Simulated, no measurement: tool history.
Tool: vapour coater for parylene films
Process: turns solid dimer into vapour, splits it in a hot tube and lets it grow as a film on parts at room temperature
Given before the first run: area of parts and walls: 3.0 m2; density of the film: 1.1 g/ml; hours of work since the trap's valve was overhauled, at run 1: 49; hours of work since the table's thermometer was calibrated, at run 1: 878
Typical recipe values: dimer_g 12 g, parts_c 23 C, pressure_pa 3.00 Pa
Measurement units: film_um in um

run    hour  dimer_g  parts_c  pressure_pa  hours of work since the trap's valve was overhauled  hours of work since the table's thermometer was calibrated  film_um
  1     0.0       12       23         3.00                                                   49                                                         878     3.03
  2    31.1       12       23         2.43                                                   67                                                         896     3.06
  3    56.6       12       23         2.43                                                   83                                                         911     3.02
  4   108.9       12       23         2.43                                                  114                                                         943     3.04
  5   157.4       12       23         2.43                                                  143                                                         972     3.01
  6   183.1       12       23         2.43                                                  158                                                         987     3.01
  7   205.7       12       23         2.43                                                  171                                                        1000     3.07
  8   233.6       12       23         2.43                                                  188                                                        1017     2.99
  9   274.3       12       23         2.20                                                  212                                                        1041     3.02
 10   303.3       12       23         3.00                                                  230                                                        1058     2.95
 11   352.6       12       23         3.00                                                  259                                                        1088     2.91
 12   385.4       12       23         3.00                                                  279                                                        1107     2.92
 13   413.4       12       28         3.00                                                  295                                                        1124     2.62
 14   445.9       12       23         3.00                                                  315                                                        1143     2.87
 15   475.0       12       23         3.00                                                  332                                                        1161     2.88
      482.1  -- trap's valve overhauled
 16   505.4       12       23         3.00                                                   14                                                        1176     2.86
 17   540.9       21       23         3.00                                                   35                                                        1198     4.93
 18   568.2       12       30         3.00                                                   51                                                        1214     2.46
 19   591.7       12       30         3.00                                                   65                                                        1228     2.42
 20   638.8       12       30         5.32                                                   93                                                        1256     2.36
      676.2  -- trap's valve overhauled, once more
 21   682.2       12       30         5.32                                                    4                                                        1279     2.61
 22   718.8       12       30         5.32                                                   25                                                        1301     2.58
 23   755.1       12       23         7.87                                                   47                                                        1323     2.82
 24   787.7        8       20         7.87                                                   66                                                        1342     2.01
 25   810.2        8       20        10.70                                                   80                                                        1356     1.93
 26   846.2        8       16        10.70                                                  101                                                        1377     2.07
 27   870.6       10       32         2.78                                                  116                                                        1392     2.14
 28   911.7        7       24         2.78                                                  140                                                        1416     1.69
 29   935.3        7       24         2.78                                                  154                                                        1430     1.74
 30   962.9       20       23         3.87                                                  171                                                        1447     4.89
 31  1008.0       10       22         7.23                                                  198                                                        1474     2.33
 32  1054.0        9       32         5.03                                                  225                                                        1501     1.81
 33  1106.4       19       17         2.48                                                  256                                                        1532     5.31
 34  1133.9        8       34         9.47                                                  273                                                        1549     1.41
 35  1184.0        8       34         9.47                                                  303                                                        1578     1.40
 36  1227.5        8       34         9.47                                                  328                                                        1604     1.42
 37  1253.8       10       23         6.18                                                  344                                                        1620     2.28
 38  1280.8        7       22         8.74                                                  360                                                        1636     1.54

Forecast run 39:
 39  1317.5        7       22         8.74                                                  382                                                        1658        ?

{"run 39": {"film_um": 1.59}}
With the hidden condition absent and the run-to-run variation left alone, this run would have shown film_um 1.68 um.
